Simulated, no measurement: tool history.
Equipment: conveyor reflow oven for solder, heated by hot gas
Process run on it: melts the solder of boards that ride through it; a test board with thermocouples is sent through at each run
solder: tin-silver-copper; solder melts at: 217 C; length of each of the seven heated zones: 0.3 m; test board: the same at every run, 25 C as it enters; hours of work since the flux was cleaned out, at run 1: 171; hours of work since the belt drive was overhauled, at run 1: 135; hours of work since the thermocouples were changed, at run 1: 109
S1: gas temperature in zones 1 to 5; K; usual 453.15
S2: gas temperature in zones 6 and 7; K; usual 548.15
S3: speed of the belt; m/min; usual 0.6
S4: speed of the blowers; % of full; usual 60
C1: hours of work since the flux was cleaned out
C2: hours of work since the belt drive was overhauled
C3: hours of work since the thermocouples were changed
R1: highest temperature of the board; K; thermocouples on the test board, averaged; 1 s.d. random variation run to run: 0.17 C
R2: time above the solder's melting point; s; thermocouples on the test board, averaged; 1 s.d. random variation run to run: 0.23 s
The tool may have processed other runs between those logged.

run	hour	S1	S2	S3	S4	C1	C2	C3	R1	R2
1	0	453.15	548.15	0.6	60	171	135	109	529.25	48.1
2	6.2	453.15	548.15	0.603	60	175	139	113	529.05	47.4
3	11.1	453.15	548.15	0.603	60	177	141	115	528.85	47.5
# hour 20.1: flux residue cleaned out of gas plates and filters
4	20.4	453.15	548.15	0.603	60	0	144	118	530.65	49
5	28.4	461.15	548.15	0.603	60	5	148	122	532.25	52.1
6	35.3	461.15	548.15	0.603	60	8	152	126	532.15	51.4
7	43.5	453.15	556.15	0.6	60	13	157	131	537.45	52.1
8	50	453.15	548.15	0.6	59	17	160	134	530.35	48.9
9	57.3	453.15	548.15	0.6	60	21	164	138	530.35	49.5
10	66.6	464.15	548.15	0.6	60	26	169	143	532.65	53.4
11	76.1	464.15	548.15	0.6	60	31	175	149	532.55	53.8
12	82	453.15	548.15	0.6	60	34	178	152	530.75	49
13	89.5	453.15	548.15	0.6	60	39	182	156	530.65	49.3
14	98.5	458.15	548.15	0.6	60	43	187	161	531.45	51.2
15	106.1	458.15	548.15	0.6	60	48	191	165	531.45	51
# hour 111: belt drive overhauled, speed set with a stopwatch
16	118.7	465.15	553.15	0.629	52	52	4	170	532.85	51.1
17	127	465.15	553.15	0.629	52	57	9	175	532.65	50.8
18	134	463.15	539.15	0.513	58	61	13	179	528.45	61.3
19	140.7	449.15	548.15	0.532	60	65	16	182	533.35	56.2
20	145.6	453.15	548.15	0.589	70	67	19	185	533.65	52.2
21	151.1	453.15	548.15	0.589	70	70	22	188	533.85	51.8
22	156.4	464.15	546.15	0.511	78	73	25	191	538.45	66.6
23	163	453.15	548.15	0.532	65	77	29	195	535.45	58.8
24	167.6	450.15	548.15	0.546	65	80	31	197	534.25	55.5
# hour 173.9: belt drive overhauled, speed set with a stopwatch, once more
25	177.4	460.15	548.15	0.488	60	83	2	200	537.25	67.4
26	182.6	460.15	548.15	0.488	60	86	5	203	537.25	67
27	188.9	448.15	548.15	0.6	54	89	8	207	526.85	44.7
28	195.7	448.15	548.15	0.6	54	93	12	211	527.35	44.6
29	202.8	439.15	548.15	0.6	69	97	16	215	530.25	44.9
30	207.7	439.15	540.15	0.6	55	100	19	217	518.55	37.7

Forecast each of these 5 alternatives for the next run:
A	216.5	453.15	537.15	0.6	60	104	24	222	?	?
B	216.5	453.15	557.15	0.709	60	104	24	222	?	?
C	216.5	467.15	548.15	0.6	52	104	24	222	?	?
D	216.5	440.15	542.15	0.6	60	104	24	222	?	?
E	216.5	463.15	548.15	0.537	60	104	24	222	?	?

run	R1	R2
A	520.55	43.4
B	530.85	40.7
C	530.05	52.8
D	522.35	40.3
E	535.15	60.8
Take away the tool's hidden state, keep each run's random variation, and the runs would have read:
run	R1	R2
A	521.05	44
B	531.75	41.3
C	530.55	53.1
D	523.05	41
E	535.55	61
